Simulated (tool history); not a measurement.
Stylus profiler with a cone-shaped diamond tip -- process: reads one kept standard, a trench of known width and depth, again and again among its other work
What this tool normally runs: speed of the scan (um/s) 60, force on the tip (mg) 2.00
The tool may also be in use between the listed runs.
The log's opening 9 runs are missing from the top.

| run | hour | speed of the scan (um/s) | force on the tip (mg) | scans with this tip | hours of work since the height scale was calibrated | depth of the trench (angstrom) | width of the trench's floor (um) |
|---|---|---|---|---|---|---|---|
| 10 | 452.8 | 60 | 1.17 | 10076 | 1188 | 2021.8 | 15.58 |
| 11 | 513.6 | 60 | 1.17 | 10431 | 1230 | 2022.2 | 15.53 |
| 12 | 549.6 | 60 | 2.00 | 10642 | 1255 | 2026.4 | 15.60 |
| 13 | 609.6 | 28 | 2.00 | 10993 | 1296 | 2027.5 | 15.76 |
| 14 | 648.9 | 28 | 2.00 | 11222 | 1323 | 2028.6 | 15.78 |
| 15 | 712.2 | 28 | 2.00 | 11592 | 1367 | 2026.9 | 15.72 |
| 16 | 762.7 | 60 | 1.62 | 11887 | 1402 | 2027.9 | 15.45 |
| 17 | 807.3 | 60 | 1.62 | 12148 | 1432 | 2026.9 | 15.41 |
| 18 | 858.9 | 60 | 1.62 | 12450 | 1468 | 2027.4 | 15.40 |
| 19 | 914.9 | 60 | 1.62 | 12777 | 1507 | 2027.4 | 15.41 |
| 20 | 962.6 | 60 | 1.62 | 13056 | 1539 | 2028.5 | 15.32 |
| 21 | 990.6 | 40 | 1.62 | 13220 | 1559 | 2029.3 | 15.48 |
| 22 | 1050.3 | 40 | 1.62 | 13569 | 1600 | 2030.1 | 15.40 |
| 23 | 1090.9 | 40 | 1.62 | 13806 | 1628 | 2028.7 | 15.39 |
| 24 | 1131.9 | 60 | 3.21 | 14046 | 1656 | 2037.4 | 15.34 |
|  | 1150.2 | new tip fitted, height scale calibrated |
| 25 | 1165.0 | 18 | 2.00 | 87 | 10 | 2015.4 | 17.13 |
| 26 | 1209.4 | 18 | 2.00 | 346 | 41 | 2013.5 | 17.12 |
| 27 | 1238.3 | 18 | 0.70 | 515 | 61 | 2007.2 | 16.93 |
|  | 1242.8 | height scale calibrated on a step standard |
| 28 | 1302.2 | 60 | 1.56 | 885 | 41 | 2013.5 | 16.71 |
| 29 | 1365.7 | 37 | 2.00 | 1257 | 85 | 2014.3 | 16.87 |
|  | 1396.2 | height scale calibrated on a step standard, once more |
| 30 | 1429.8 | 89 | 0.81 | 1628 | 23 | 2008.7 | 16.22 |
| 31 | 1478.1 | 153 | 2.65 | 1911 | 56 | 2017.6 | 16.21 |
| 32 | 1508.5 | 117 | 1.23 | 2089 | 77 | 2012.0 | 16.02 |
| 33 | 1554.3 | 117 | 1.23 | 2356 | 109 | 2011.1 | 16.07 |

Run 34 has not been measured yet. What should we expect?
| 34 | 1595.9 | 190 | 1.05 | 2600 | 138 | ? | ? |

Run 34 yielded depth of the trench (angstrom) 2010.7, width of the trench's floor (um) 15.35.
Minus the tool's unlogged condition, the same run would have read depth of the trench (angstrom) 2009.3, width of the trench's floor (um) 15.66.
